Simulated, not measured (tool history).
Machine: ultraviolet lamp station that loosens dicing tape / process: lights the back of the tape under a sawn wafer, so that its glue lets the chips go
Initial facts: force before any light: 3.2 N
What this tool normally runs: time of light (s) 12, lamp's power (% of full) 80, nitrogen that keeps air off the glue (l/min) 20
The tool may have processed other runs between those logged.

| run | hour | time of light (s) | lamp's power (% of full) | nitrogen that keeps air off the glue (l/min) | force that peels the tape off (N) | light that reached the tape (mJ/cm2) |
|---|---|---|---|---|---|---|
| 1 | 0.0 | 12 | 80 | 20 | 0.473 | 495 |
| 2 | 9.9 | 12 | 80 | 20 | 0.463 | 498 |
| 3 | 21.7 | 12 | 80 | 20 | 0.493 | 494 |
| 4 | 30.8 | 12 | 80 | 20 | 0.460 | 492 |
| 5 | 45.5 | 12 | 86 | 20 | 0.425 | 522 |
| 6 | 65.6 | 12 | 94 | 20 | 0.396 | 570 |
| 7 | 85.9 | 12 | 80 | 20 | 0.424 | 544 |
| 8 | 106.5 | 6 | 80 | 20 | 0.985 | 273 |
| 9 | 128.2 | 6 | 80 | 20 | 1.039 | 266 |
| 10 | 149.6 | 12 | 68 | 20 | 0.551 | 453 |
| 11 | 162.0 | 12 | 68 | 20 | 0.534 | 448 |
| 12 | 171.3 | 12 | 65 | 20 | 0.559 | 426 |
| 13 | 181.8 | 12 | 80 | 20 | 0.436 | 530 |
| 14 | 196.6 | 12 | 80 | 20 | 0.431 | 528 |
| 15 | 208.8 | 12 | 80 | 20 | 0.426 | 523 |
| 16 | 230.0 | 8 | 80 | 20 | 0.752 | 354 |
| 17 | 249.3 | 8 | 86 | 20 | 0.685 | 374 |
| 18 | 261.8 | 12 | 94 | 20 | 0.362 | 611 |
| 19 | 273.7 | 12 | 80 | 20 | 0.457 | 516 |
| 20 | 284.9 | 12 | 80 | 20 | 0.456 | 518 |
| 21 | 297.9 | 12 | 80 | 20 | 0.443 | 510 |
| 22 | 316.8 | 12 | 80 | 29 | 0.394 | 515 |
| 23 | 332.4 | 8 | 80 | 12 | 0.890 | 335 |
| 24 | 346.1 | 8 | 80 | 12 | 0.942 | 338 |
| 25 | 359.8 | 24 | 83 | 6 | 0.326 | 1052 |
| 26 | 380.5 | 16 | 91 | 31 | 0.252 | 760 |
| 27 | 402.4 | 22 | 86 | 7 | 0.315 | 981 |
| 28 | 419.4 | 15 | 72 | 12 | 0.516 | 561 |
| 29 | 429.3 | 10 | 72 | 6 | 1.133 | 369 |
| 30 | 443.8 | 10 | 88 | 18 | 0.544 | 450 |
| 31 | 464.9 | 10 | 88 | 18 | 0.553 | 447 |
| 32 | 486.3 | 10 | 88 | 18 | 0.568 | 443 |
| 33 | 498.6 | 10 | 88 | 18 | 0.547 | 444 |
| 34 | 515.6 | 16 | 88 | 15 | 0.342 | 708 |
| 35 | 526.9 | 12 | 72 | 20 | 0.562 | 441 |
| 36 | 546.5 | 19 | 81 | 38 | 0.242 | 775 |
| 37 | 558.8 | 9 | 70 | 38 | 0.674 | 316 |
| 38 | 577.8 | 9 | 70 | 24 | 0.776 | 312 |
| 39 | 596.9 | 12 | 80 | 13 | 0.607 | 471 |
| 40 | 618.6 | 23 | 80 | 7 | 0.356 | 912 |
| 41 | 636.3 | 10 | 72 | 11 | 0.938 | 352 |
| 42 | 650.6 | 20 | 72 | 15 | 0.345 | 702 |
| 43 | 663.4 | 10 | 81 | 19 | 0.674 | 394 |

Between the runs listed above, the log contained 1 entry, not reproduced here. Where in the sequence does each belong, and how does what the log doesn't record of the tool's condition differ from the listed run before to the listed run after?
From run 6 to run 7: window cleaned of glue's vapour (hour 71.0)
  lamp's light, % of a new lamp's: 95.4 -> 95.2; light that the window lets through, % of a clean one's: 89.8 -> 99.8
  difference, measured minus the result without the unlogged condition, force that peels the tape off (N): +0.066 -> +0.028; light that reached the tape (mJ/cm2): -95 -> -28
